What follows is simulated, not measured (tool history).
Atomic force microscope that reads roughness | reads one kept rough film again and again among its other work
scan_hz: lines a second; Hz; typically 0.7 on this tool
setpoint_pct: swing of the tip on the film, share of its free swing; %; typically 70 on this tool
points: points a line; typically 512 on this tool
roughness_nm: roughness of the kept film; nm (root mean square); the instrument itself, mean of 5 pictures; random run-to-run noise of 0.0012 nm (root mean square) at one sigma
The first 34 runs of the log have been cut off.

run	hour	scan_hz	setpoint_pct	points	pictures with this tip	hours of work since the height scale was calibrated	roughness_nm
35	710.1	1.637	60	352	71	1050	0.557
36	730.9	0.696	70	1007	110	1062	0.563
# hour 742.8: new tip fitted
37	749.1	2.128	69	863	11	1073	0.531
38	768.9	2.128	69	863	48	1084	0.528
39	793.8	2.128	69	863	95	1099	0.53
# hour 812.1: new tip fitted
40	820.9	2.128	69	863	16	1114	0.531
41	842.7	2.128	69	863	57	1127	0.528
42	862	2.128	69	863	93	1138	0.529
43	875.2	1.436	69	863	118	1146	0.547
# hour 882.7: new tip fitted
44	900.4	1.436	69	863	33	1160	0.546
45	914.5	0.985	80	443	59	1168	0.537
46	936.8	0.985	80	443	100	1181	0.536
# hour 952.3: new tip fitted
47	958.5	0.985	80	443	12	1194	0.536
48	976.1	0.985	75	951	45	1204	0.546
49	1004.2	1.244	59	371	97	1220	0.563
# hour 1021.8: new tip fitted
50	1029.8	0.7	64	406	15	1235	0.569
51	1047	1.106	70	921	47	1245	0.55

3 options for the next run, each taken on its own from the tool as it stands now. Forecast them:
A	1063	0.904	76	512	77	1254	?
B	1063	2.6	73	275	77	1254	?
C	1063	2.794	89	921	77	1254	?

run	roughness_nm
A	0.546
B	0.499
C	0.428
The same runs, with their run-to-run variation unchanged, on a tool lacking any hidden condition would have given:
run	roughness_nm
A	0.547
B	0.5
C	0.429
